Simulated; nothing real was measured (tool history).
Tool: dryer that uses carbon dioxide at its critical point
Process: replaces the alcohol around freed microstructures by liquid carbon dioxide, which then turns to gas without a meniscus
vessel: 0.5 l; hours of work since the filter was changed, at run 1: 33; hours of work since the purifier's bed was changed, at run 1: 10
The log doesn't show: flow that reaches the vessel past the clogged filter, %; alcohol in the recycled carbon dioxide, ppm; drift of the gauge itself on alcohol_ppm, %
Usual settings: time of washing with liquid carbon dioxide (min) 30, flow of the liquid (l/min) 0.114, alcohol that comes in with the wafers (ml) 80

run	hour	time of washing with liquid carbon dioxide (min)	flow of the liquid (l/min)	alcohol that comes in with the wafers (ml)	hours of work since the filter was changed	hours of work since the purifier's bed was changed	alcohol left in the vessel before it's heated (ppm by volume)
1	0	30	0.114	80	33	10	357
2	15.3	30	0.114	80	37	15	369
3	25.5	30	0.114	80	40	18	369
4	34.1	30	0.169	80	43	21	27
5	46.8	21	0.114	80	47	24	2334
6	60.6	21	0.114	80	51	29	2257
7	79.6	21	0.114	80	57	34	2381
8	88.4	21	0.114	80	59	37	2433
9	101.9	30	0.114	80	63	41	397
10	121.3	30	0.114	46	69	47	242
11	135.1	30	0.114	80	73	51	428
12	150.4	30	0.114	80	78	56	435
13	165.7	30	0.114	80	83	60	453
14	175.7	30	0.114	80	86	63	448
15	193.3	30	0.114	80	91	68	455
16	205.7	30	0.114	80	95	72	458
17	225	30	0.114	80	100	78	485
18	237	23	0.114	80	104	82	1859
19	254.8	23	0.114	80	109	87	1897
20	273.8	31	0.114	80	115	93	440
21	283.4	31	0.114	80	118	95	442
22	301.9	31	0.114	80	123	101	450
23	317.9	41	0.114	80	128	106	75
24	337.8	30	0.114	115	134	112	796
25	357	30	0.114	115	140	118	829
26	375.5	30	0.151	53	146	123	75
27	394	30	0.151	80	151	129	117
28	406.9	30	0.151	80	155	133	133
29	421.7	35	0.071	35	159	137	1142
30	437.8	35	0.071	35	164	142	1173
31	454.4	30	0.083	46	169	147	1617
32	464.6	30	0.138	80	172	150	219
33	484.7	30	0.166	27	178	156	34
34	497.9	30	0.166	27	182	160	30
35	517.6	30	0.166	27	188	166	46
36	536.3	44	0.154	71	194	171	17
37	550.3	44	0.154	71	198	176	15
38	563.1	44	0.154	71	202	180	23
39	582	37	0.114	39	208	185	129
# hour 591.6: inlet filter changed
40	599.2	37	0.114	39	2	190	50
41	608.7	23	0.183	39	5	193	48
42	621.3	26	0.183	72	9	197	51
43	635.9	26	0.183	72	13	201	47
44	645	26	0.183	72	16	204	46
45	656.3	26	0.183	33	19	207	36
46	670.6	37	0.087	49	24	212	293

The same runs without the tool's hidden state, with the same run-to-run variation:
run	alcohol left in the vessel before it's heated (ppm by volume)
1	304
2	307
3	303
4	18
5	1991
6	1896
7	1967
8	1995
9	291
10	173
11	301
12	298
13	305
14	299
15	294
16	291
17	301
18	1279
19	1278
20	252
21	253
22	247
23	31
24	423
25	430
26	29
27	46
28	58
29	657
30	666
31	908
32	79
33	8
34	5
35	18
36	2
37	0
38	7
39	41
40	35
41	32
42	35
43	31
44	29
45	20
46	249
